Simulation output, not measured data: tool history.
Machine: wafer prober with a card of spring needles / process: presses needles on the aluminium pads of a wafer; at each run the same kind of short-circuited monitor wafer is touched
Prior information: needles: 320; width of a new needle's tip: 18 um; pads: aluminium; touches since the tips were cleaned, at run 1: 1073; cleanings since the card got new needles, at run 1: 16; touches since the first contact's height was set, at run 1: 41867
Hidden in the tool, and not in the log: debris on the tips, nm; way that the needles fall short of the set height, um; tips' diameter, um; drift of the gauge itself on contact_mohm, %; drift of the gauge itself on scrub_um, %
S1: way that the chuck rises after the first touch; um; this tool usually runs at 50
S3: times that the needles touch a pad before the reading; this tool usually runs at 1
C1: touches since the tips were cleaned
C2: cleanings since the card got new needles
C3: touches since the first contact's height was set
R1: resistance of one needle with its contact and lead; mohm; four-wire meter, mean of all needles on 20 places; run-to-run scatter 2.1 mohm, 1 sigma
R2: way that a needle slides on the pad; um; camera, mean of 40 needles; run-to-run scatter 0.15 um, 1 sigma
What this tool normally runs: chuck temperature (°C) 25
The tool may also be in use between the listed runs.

{"run": 1, "day": 0.0, "S1": 50, "chuck temperature (°C)": 25, "S3": 1, "C1": 1073, "C2": 16, "C3": 41867, "R1": 431, "R2": 12.8}
{"day": 0.104, "done": "tips cleaned on abrasive film"}
{"day": 0.279, "done": "tips cleaned on abrasive film"}
{"day": 0.462, "done": "tips cleaned on abrasive film"}
{"run": 2, "day": 0.588, "S1": 50, "chuck temperature (°C)": 25, "S3": 1, "C1": 1967, "C2": 19, "C3": 50968, "R1": 589, "R2": 12.33}
{"day": 0.625, "done": "tips cleaned on abrasive film"}
{"day": 0.812, "done": "tips cleaned on abrasive film"}
{"day": 1.0, "done": "tips cleaned on abrasive film"}
{"day": 1.15, "done": "tips cleaned on abrasive film"}
{"run": 3, "day": 1.288, "S1": 50, "chuck temperature (°C)": 25, "S3": 1, "C1": 2215, "C2": 23, "C3": 61854, "R1": 648, "R2": 12.3}
{"day": 1.329, "done": "tips cleaned on abrasive film"}
{"day": 1.512, "done": "tips cleaned on abrasive film"}
{"day": 1.662, "done": "tips cleaned on abrasive film"}
{"day": 1.85, "done": "tips cleaned on abrasive film"}
{"run": 4, "day": 1.908, "S1": 50, "chuck temperature (°C)": 25, "S3": 1, "C1": 908, "C2": 27, "C3": 71391, "R1": 465, "R2": 12.29}
{"day": 2.017, "done": "tips cleaned on abrasive film"}
{"day": 2.204, "done": "tips cleaned on abrasive film"}
{"day": 2.392, "done": "tips cleaned on abrasive film"}
{"run": 5, "day": 2.483, "S1": 54, "chuck temperature (°C)": 25, "S3": 1, "C1": 1491, "C2": 30, "C3": 80381, "R1": 533, "R2": 13.42}
{"day": 2.562, "done": "tips cleaned on abrasive film"}
{"day": 2.742, "done": "tips cleaned on abrasive film"}
{"day": 2.779, "done": "tips cleaned on abrasive film, once more"}
{"day": 2.929, "done": "tips cleaned on abrasive film"}
{"run": 6, "day": 3.062, "S1": 54, "chuck temperature (°C)": 25, "S3": 1, "C1": 2122, "C2": 34, "C3": 89286, "R1": 617, "R2": 13.23}
{"day": 3.096, "done": "tips cleaned on abrasive film"}
{"day": 3.283, "done": "tips cleaned on abrasive film"}
{"day": 3.446, "done": "tips cleaned on abrasive film"}
{"run": 7, "day": 3.446, "S1": 54, "chuck temperature (°C)": 25, "S3": 1, "C1": 0, "C2": 37, "C3": 95142, "R1": 269, "R2": 12.91}
{"day": 3.617, "done": "tips cleaned on abrasive film"}
{"run": 8, "day": 3.75, "S1": 54, "chuck temperature (°C)": 25, "S3": 1, "C1": 2104, "C2": 38, "C3": 99928, "R1": 625, "R2": 13.0}
{"day": 3.792, "done": "tips cleaned on abrasive film"}
{"day": 3.942, "done": "tips cleaned on abrasive film"}
{"day": 4.129, "done": "tips cleaned on abrasive film"}
{"day": 4.308, "done": "tips cleaned on abrasive film"}
{"run": 9, "day": 4.308, "S1": 54, "chuck temperature (°C)": 34, "S3": 1, "C1": 0, "C2": 42, "C3": 108489, "R1": 300, "R2": 12.95}
{"day": 4.492, "done": "tips cleaned on abrasive film"}
{"day": 4.671, "done": "tips cleaned on abrasive film"}
{"day": 4.821, "done": "tips cleaned on abrasive film"}
{"run": 10, "day": 4.888, "S1": 54, "chuck temperature (°C)": 34, "S3": 1, "C1": 1052, "C2": 45, "C3": 117523, "R1": 467, "R2": 12.98}
{"day": 5.0, "done": "tips cleaned on abrasive film"}
{"day": 5.167, "done": "tips cleaned on abrasive film"}
{"day": 5.35, "done": "tips cleaned on abrasive film"}
{"run": 11, "day": 5.35, "S1": 54, "chuck temperature (°C)": 34, "S3": 1, "C1": 20, "C2": 48, "C3": 124655, "R1": 286, "R2": 12.79}
{"day": 5.525, "done": "tips cleaned on abrasive film"}
{"day": 5.675, "done": "tips cleaned on abrasive film"}
{"day": 5.85, "done": "tips cleaned on abrasive film"}
{"run": 12, "day": 5.879, "S1": 50, "chuck temperature (°C)": 25, "S3": 1, "C1": 454, "C2": 51, "C3": 132851, "R1": 428, "R2": 12.03}
{"day": 6.025, "done": "tips cleaned on abrasive film"}
{"day": 6.2, "done": "tips cleaned on abrasive film"}
{"day": 6.388, "done": "tips cleaned on abrasive film"}
{"run": 13, "day": 6.442, "S1": 50, "chuck temperature (°C)": 25, "S3": 1, "C1": 868, "C2": 54, "C3": 141559, "R1": 526, "R2": 11.62}
{"day": 6.55, "done": "tips cleaned on abrasive film"}
{"day": 6.7, "done": "tips cleaned on abrasive film"}
{"day": 6.888, "done": "tips cleaned on abrasive film"}
{"day": 7.075, "done": "tips cleaned on abrasive film"}
{"run": 14, "day": 7.162, "S1": 50, "chuck temperature (°C)": 25, "S3": 1, "C1": 1360, "C2": 58, "C3": 152742, "R1": 629, "R2": 11.37}
{"day": 7.233, "done": "tips cleaned on abrasive film"}
{"day": 7.412, "done": "tips cleaned on abrasive film"}
{"day": 7.6, "done": "tips cleaned on abrasive film"}
{"day": 7.783, "done": "tips cleaned on abrasive film"}
{"run": 15, "day": 7.783, "S1": 52, "chuck temperature (°C)": 63, "S3": 1, "C1": 0, "C2": 62, "C3": 162364, "R1": 293, "R2": 11.68}
{"day": 7.938, "done": "tips cleaned on abrasive film"}
{"day": 8.088, "done": "tips cleaned on abrasive film"}
{"day": 8.275, "done": "tips cleaned on abrasive film"}
{"day": 8.458, "done": "tips cleaned on abrasive film"}
{"run": 16, "day": 8.492, "S1": 33, "chuck temperature (°C)": 28, "S3": 1, "C1": 548, "C2": 66, "C3": 173348, "R1": 893, "R2": 6.98}
{"day": 8.646, "done": "tips cleaned on abrasive film"}
{"day": 8.796, "done": "tips cleaned on abrasive film"}
{"day": 8.979, "done": "tips cleaned on abrasive film"}
{"run": 17, "day": 8.992, "S1": 35, "chuck temperature (°C)": 25, "S3": 1, "C1": 171, "C2": 69, "C3": 181045, "R1": 546, "R2": 7.12}
{"day": 9.142, "done": "tips cleaned on abrasive film"}
{"day": 9.329, "done": "tips cleaned on abrasive film"}
{"day": 9.479, "done": "tips cleaned on abrasive film"}
{"run": 18, "day": 9.521, "S1": 35, "chuck temperature (°C)": 41, "S3": 1, "C1": 641, "C2": 72, "C3": 189243, "R1": 899, "R2": 7.1}
{"day": 9.633, "done": "tips cleaned on abrasive film"}
{"day": 9.821, "done": "tips cleaned on abrasive film"}
{"run": 19, "day": 9.821, "S1": 43, "chuck temperature (°C)": 80, "S3": 3, "C1": 7, "C2": 74, "C3": 193866, "R1": 326, "R2": 8.92}
{"day": 9.971, "done": "tips cleaned on abrasive film"}
{"day": 10.154, "done": "tips cleaned on abrasive film"}
{"day": 10.342, "done": "tips cleaned on abrasive film"}
{"run": 20, "day": 10.379, "S1": 43, "chuck temperature (°C)": 80, "S3": 3, "C1": 569, "C2": 77, "C3": 202512, "R1": 409, "R2": 9.06}
{"day": 10.521, "done": "tips cleaned on abrasive film"}
{"day": 10.7, "done": "tips cleaned on abrasive film"}
{"run": 21, "day": 10.833, "S1": 40, "chuck temperature (°C)": 26, "S3": 1, "C1": 2057, "C2": 79, "C3": 209592, "R1": 1310, "R2": 8.29}
{"day": 10.871, "done": "tips cleaned on abrasive film"}
{"day": 11.033, "done": "height of the first contact set anew"}
{"day": 11.071, "done": "tips cleaned on abrasive film"}
{"day": 11.25, "done": "tips cleaned on abrasive film"}
{"run": 22, "day": 11.304, "S1": 40, "chuck temperature (°C)": 26, "S3": 1, "C1": 886, "C2": 82, "C3": 4190, "R1": 645, "R2": 10.79}
{"day": 11.412, "done": "tips cleaned on abrasive film"}
{"day": 11.562, "done": "tips cleaned on abrasive film"}
{"day": 11.75, "done": "tips cleaned on abrasive film"}
{"run": 23, "day": 11.867, "S1": 40, "chuck temperature (°C)": 25, "S3": 1, "C1": 1856, "C2": 85, "C3": 12906, "R1": 877, "R2": 10.48}
{"day": 11.908, "done": "tips cleaned on abrasive film"}
{"day": 12.092, "done": "tips cleaned on abrasive film"}
{"day": 12.275, "done": "tips cleaned on abrasive film"}
{"run": 24, "day": 12.308, "S1": 40, "chuck temperature (°C)": 32, "S3": 1, "C1": 501, "C2": 88, "C3": 19715, "R1": 491, "R2": 10.28}
{"day": 12.458, "done": "tips cleaned on abrasive film"}
{"day": 12.633, "done": "tips cleaned on abrasive film"}
{"day": 12.783, "done": "tips cleaned on abrasive film"}
{"run": 25, "day": 12.908, "S1": 41, "chuck temperature (°C)": 27, "S3": 2, "C1": 1942, "C2": 91, "C3": 29038, "R1": 672, "R2": 10.5}
{"day": 12.95, "done": "tips cleaned on abrasive film"}
{"day": 13.133, "done": "tips cleaned on abrasive film"}
{"day": 13.317, "done": "tips cleaned on abrasive film"}
{"day": 13.504, "done": "tips cleaned on abrasive film"}
{"run": 26, "day": 13.562, "S1": 41, "chuck temperature (°C)": 27, "S3": 2, "C1": 921, "C2": 95, "C3": 39143, "R1": 520, "R2": 10.27}
{"day": 13.671, "done": "tips cleaned on abrasive film"}
{"day": 13.846, "done": "tips cleaned on abrasive film"}
{"run": 27, "day": 13.942, "S1": 45, "chuck temperature (°C)": 68, "S3": 1, "C1": 1502, "C2": 97, "C3": 45035, "R1": 692, "R2": 11.52}

Predict each of these 5 candidate next runs independently; none follows another, all start after run 27:
{"day": 14.017, "done": "tips cleaned on abrasive film"}
{"day": 14.204, "done": "tips cleaned on abrasive film"}
{"day": 14.379, "done": "tips cleaned on abrasive film"}
{"run": "A", "day": 14.417, "S1": 56, "chuck temperature (°C)": 68, "S3": 2, "C1": 613, "C2": 100, "C3": 52398, "R1": "?", "R2": "?"}
{"day": 14.017, "done": "tips cleaned on abrasive film"}
{"day": 14.204, "done": "tips cleaned on abrasive film"}
{"day": 14.379, "done": "tips cleaned on abrasive film"}
{"run": "B", "day": 14.417, "S1": 54, "chuck temperature (°C)": 71, "S3": 3, "C1": 613, "C2": 100, "C3": 52398, "R1": "?", "R2": "?"}
{"day": 14.017, "done": "tips cleaned on abrasive film"}
{"day": 14.204, "done": "tips cleaned on abrasive film"}
{"day": 14.379, "done": "tips cleaned on abrasive film"}
{"run": "C", "day": 14.417, "S1": 45, "chuck temperature (°C)": 25, "S3": 1, "C1": 613, "C2": 100, "C3": 52398, "R1": "?", "R2": "?"}
{"day": 14.017, "done": "tips cleaned on abrasive film"}
{"day": 14.204, "done": "tips cleaned on abrasive film"}
{"day": 14.379, "done": "tips cleaned on abrasive film"}
{"run": "D", "day": 14.417, "S1": 45, "chuck temperature (°C)": 68, "S3": 1, "C1": 613, "C2": 100, "C3": 52398, "R1": "?", "R2": "?"}
{"day": 14.017, "done": "tips cleaned on abrasive film"}
{"day": 14.204, "done": "tips cleaned on abrasive film"}
{"day": 14.379, "done": "tips cleaned on abrasive film"}
{"run": "E", "day": 14.417, "S1": 47, "chuck temperature (°C)": 27, "S3": 1, "C1": 613, "C2": 100, "C3": 52398, "R1": "?", "R2": "?"}

run=A R1=354 R2=14.20
run=B R1=313 R2=13.62
run=C R1=508 R2=11.54
run=D R1=506 R2=11.28
run=E R1=479 R2=11.92
With the hidden condition removed and each run's random variation left untouched, the same runs would have given:
run=A R1=250 R2=14.76
run=B R1=244 R2=14.19
run=C R1=240 R2=12.12
run=D R1=253 R2=11.85
run=E R1=236 R2=12.48
